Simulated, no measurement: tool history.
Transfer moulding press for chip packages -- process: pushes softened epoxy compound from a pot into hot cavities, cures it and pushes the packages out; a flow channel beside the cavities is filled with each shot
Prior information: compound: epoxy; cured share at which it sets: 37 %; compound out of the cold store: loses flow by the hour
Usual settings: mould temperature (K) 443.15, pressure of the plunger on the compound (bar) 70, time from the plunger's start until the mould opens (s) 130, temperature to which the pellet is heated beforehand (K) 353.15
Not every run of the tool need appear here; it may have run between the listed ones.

run,hour,mould temperature (K),pressure of the plunger on the compound (bar),time from the plunger's start until the mould opens (s),temperature to which the pellet is heated beforehand (K),incoming compound's hours out of the cold store,length that the compound runs in the flow channel (mm),greatest force on the pins that push the packages out (N)
1,0,443.15,70,130,353.15,38.5,471,304
2,13.7,443.15,70,130,358.15,31.6,484,323
3,26.9,443.15,70,130,358.15,17.8,524,332
4,44.7,443.15,70,130,358.15,23.1,505,313
5,69.3,443.15,70,133,358.15,32.6,484,319
6,86.9,443.15,70,130,353.15,14.8,525,328
7,106,443.15,70,130,353.15,12.1,536,344
8,123.8,443.15,70,130,353.15,12.2,532,321
9,134.5,443.15,70,130,353.15,19.2,514,344
10,153.9,443.15,70,126,353.15,27.1,494,336
11,169.9,443.15,70,130,353.15,16.2,521,317
12,181.1,443.15,70,130,353.15,25.3,501,329
13,191.5,443.15,70,130,353.15,22.1,508,329
14,203,437.15,70,126,353.15,17.1,531,483
15,224.9,446.15,71.4,143,356.15,25.2,504,298
16,244.1,446.15,70,137,353.15,16.4,520,286
17,260.8,446.15,64.4,137,353.15,39.6,443,300
18,277.8,446.15,64.4,137,353.15,17.8,492,286
19,291.4,446.15,64.4,124,351.15,21.2,482,303
20,312.3,450.15,70,133,353.15,38,463,278
21,335.7,450.15,70,133,353.15,31.9,473,285
22,360.1,443.15,57.3,160,359.15,40.5,420,286
23,378.4,436.15,52.4,160,359.15,46.7,401,330
24,398,438.15,78.7,142,344.15,8.2,589,386
25,418.7,438.15,78.7,142,344.15,46.8,485,355
26,433.8,443.15,63.2,130,353.15,41.2,440,306

Withheld: 4 entries from between the runs. Position of each, and hidden state at the listed run before versus the listed run after:
Run 5 -> run 6: cavities cleaned with cleaning compound and waxed (hour 83.4)
  pressure that reaches the compound, % of what is set: 99.93 -> 99.92; grip of the stained cavities, % over clean ones': 0.8 -> 0.1
Run 16 -> run 17: cavities cleaned with cleaning compound and waxed (hour 248.8)
  grip of the stained cavities, % over clean ones': 0.9 -> 0.2
Run 23 -> run 24: plunger's sealing rings changed (hour 396.4)
  pressure that reaches the compound, % of what is set: 99.85 -> 100
Run 24 -> run 25: cavities cleaned with cleaning compound and waxed (hour 417.2)
  pressure that reaches the compound, % of what is set: 100 -> 99.99; grip of the stained cavities, % over clean ones': 0.8 -> 0.1

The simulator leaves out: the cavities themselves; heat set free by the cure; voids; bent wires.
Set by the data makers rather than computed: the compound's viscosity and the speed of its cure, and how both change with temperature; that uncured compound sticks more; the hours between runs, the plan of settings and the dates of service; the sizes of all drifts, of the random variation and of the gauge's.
